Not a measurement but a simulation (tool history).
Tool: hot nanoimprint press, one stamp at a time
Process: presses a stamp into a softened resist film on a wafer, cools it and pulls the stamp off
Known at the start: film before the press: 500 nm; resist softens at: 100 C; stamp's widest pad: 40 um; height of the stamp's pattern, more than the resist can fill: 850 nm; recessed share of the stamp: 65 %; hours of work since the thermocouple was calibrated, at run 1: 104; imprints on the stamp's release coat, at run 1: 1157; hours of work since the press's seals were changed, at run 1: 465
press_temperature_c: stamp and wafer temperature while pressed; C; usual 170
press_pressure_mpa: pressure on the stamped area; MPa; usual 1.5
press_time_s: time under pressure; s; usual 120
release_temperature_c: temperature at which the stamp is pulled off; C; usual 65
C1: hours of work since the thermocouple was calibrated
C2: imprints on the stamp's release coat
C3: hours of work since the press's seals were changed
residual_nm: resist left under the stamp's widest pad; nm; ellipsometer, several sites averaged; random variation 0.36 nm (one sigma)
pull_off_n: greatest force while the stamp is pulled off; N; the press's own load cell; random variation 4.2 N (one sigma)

run 1 hour=0 | press_temperature_c=170 press_pressure_mpa=1.5 press_time_s=120 release_temperature_c=65 | C1=104 C2=1157 C3=465 | residual_nm=199.6 pull_off_n=257
run 2 hour=44.3 | press_temperature_c=170 press_pressure_mpa=1.5 press_time_s=120 release_temperature_c=65 | C1=122 C2=1275 C3=483 | residual_nm=199.2 pull_off_n=264
run 3 hour=83.9 | press_temperature_c=170 press_pressure_mpa=1.5 press_time_s=120 release_temperature_c=65 | C1=138 C2=1379 C3=499 | residual_nm=199 pull_off_n=269
run 4 hour=109.3 | press_temperature_c=170 press_pressure_mpa=1.5 press_time_s=120 release_temperature_c=65 | C1=149 C2=1447 C3=510 | residual_nm=199.3 pull_off_n=256
run 5 hour=147.4 | press_temperature_c=170 press_pressure_mpa=1.5 press_time_s=120 release_temperature_c=65 | C1=164 C2=1547 C3=525 | residual_nm=198.2 pull_off_n=274
run 6 hour=195 | press_temperature_c=170 press_pressure_mpa=1.5 press_time_s=120 release_temperature_c=65 | C1=184 C2=1673 C3=544 | residual_nm=197.8 pull_off_n=280
run 7 hour=248.2 | press_temperature_c=170 press_pressure_mpa=1.5 press_time_s=120 release_temperature_c=68 | C1=205 C2=1814 C3=566 | residual_nm=197.6 pull_off_n=257
run 8 hour=282.9 | press_temperature_c=170 press_pressure_mpa=1.5 press_time_s=133 release_temperature_c=68 | C1=219 C2=1906 C3=580 | residual_nm=189.7 pull_off_n=264
run 9 hour=332.2 | press_temperature_c=170 press_pressure_mpa=1.5 press_time_s=120 release_temperature_c=65 | C1=239 C2=2037 C3=600 | residual_nm=197.5 pull_off_n=297
run 10 hour=360.8 | press_temperature_c=170 press_pressure_mpa=2.29 press_time_s=120 release_temperature_c=65 | C1=251 C2=2112 C3=612 | residual_nm=159.3 pull_off_n=292
run 11 hour=383.7 | press_temperature_c=170 press_pressure_mpa=2.29 press_time_s=120 release_temperature_c=65 | C1=260 C2=2173 C3=621 | residual_nm=159.2 pull_off_n=313
-- hour=414.1 stamp cleaned and given a new release coat
run 12 hour=416.5 | press_temperature_c=170 press_pressure_mpa=2.29 press_time_s=120 release_temperature_c=65 | C1=271 C2=6 C3=632 | residual_nm=159.8 pull_off_n=201
run 13 hour=467.2 | press_temperature_c=170 press_pressure_mpa=2.29 press_time_s=120 release_temperature_c=65 | C1=292 C2=140 C3=653 | residual_nm=158.6 pull_off_n=211
-- hour=476.4 plate thermocouple calibrated
run 14 hour=522.5 | press_temperature_c=170 press_pressure_mpa=2.29 press_time_s=120 release_temperature_c=65 | C1=19 C2=279 C3=674 | residual_nm=162.6 pull_off_n=212
run 15 hour=568.6 | press_temperature_c=170 press_pressure_mpa=2.29 press_time_s=212 release_temperature_c=65 | C1=37 C2=401 C3=693 | residual_nm=128.7 pull_off_n=230
run 16 hour=615.2 | press_temperature_c=170 press_pressure_mpa=2.29 press_time_s=212 release_temperature_c=65 | C1=56 C2=524 C3=711 | residual_nm=128.5 pull_off_n=233
run 17 hour=667 | press_temperature_c=170 press_pressure_mpa=1.5 press_time_s=213 release_temperature_c=55 | C1=77 C2=662 C3=733 | residual_nm=159.2 pull_off_n=303
run 18 hour=696.8 | press_temperature_c=170 press_pressure_mpa=1.5 press_time_s=213 release_temperature_c=55 | C1=89 C2=740 C3=745 | residual_nm=159.1 pull_off_n=303
run 19 hour=733.1 | press_temperature_c=161 press_pressure_mpa=1.5 press_time_s=125 release_temperature_c=68 | C1=104 C2=837 C3=759 | residual_nm=268.2 pull_off_n=223
run 20 hour=774.7 | press_temperature_c=179 press_pressure_mpa=1.5 press_time_s=120 release_temperature_c=65 | C1=121 C2=947 C3=776 | residual_nm=145.8 pull_off_n=250
run 21 hour=815.8 | press_temperature_c=179 press_pressure_mpa=1.5 press_time_s=120 release_temperature_c=65 | C1=138 C2=1056 C3=793 | residual_nm=145.9 pull_off_n=250
run 22 hour=855.5 | press_temperature_c=179 press_pressure_mpa=1.5 press_time_s=120 release_temperature_c=65 | C1=154 C2=1161 C3=809 | residual_nm=145.5 pull_off_n=252
run 23 hour=902.2 | press_temperature_c=167 press_pressure_mpa=1.5 press_time_s=139 release_temperature_c=62 | C1=173 C2=1284 C3=828 | residual_nm=208.1 pull_off_n=282
run 24 hour=927.3 | press_temperature_c=167 press_pressure_mpa=1.32 press_time_s=176 release_temperature_c=62 | C1=183 C2=1351 C3=838 | residual_nm=201.9 pull_off_n=283
run 25 hour=981.6 | press_temperature_c=159 press_pressure_mpa=1.42 press_time_s=120 release_temperature_c=56 | C1=205 C2=1495 C3=860 | residual_nm=294.9 pull_off_n=339

The next listed run, before its measurement:
run 26 hour=1022.7 | press_temperature_c=181 press_pressure_mpa=1.42 press_time_s=61 release_temperature_c=56 | C1=222 C2=1603 C3=877 | residual_nm=? pull_off_n=?

residual_nm: 183.5 nm
pull_off_n: 340 N
Without the tool's hidden state the same run would have given residual_nm 185.8 nm, pull_off_n 254 N.

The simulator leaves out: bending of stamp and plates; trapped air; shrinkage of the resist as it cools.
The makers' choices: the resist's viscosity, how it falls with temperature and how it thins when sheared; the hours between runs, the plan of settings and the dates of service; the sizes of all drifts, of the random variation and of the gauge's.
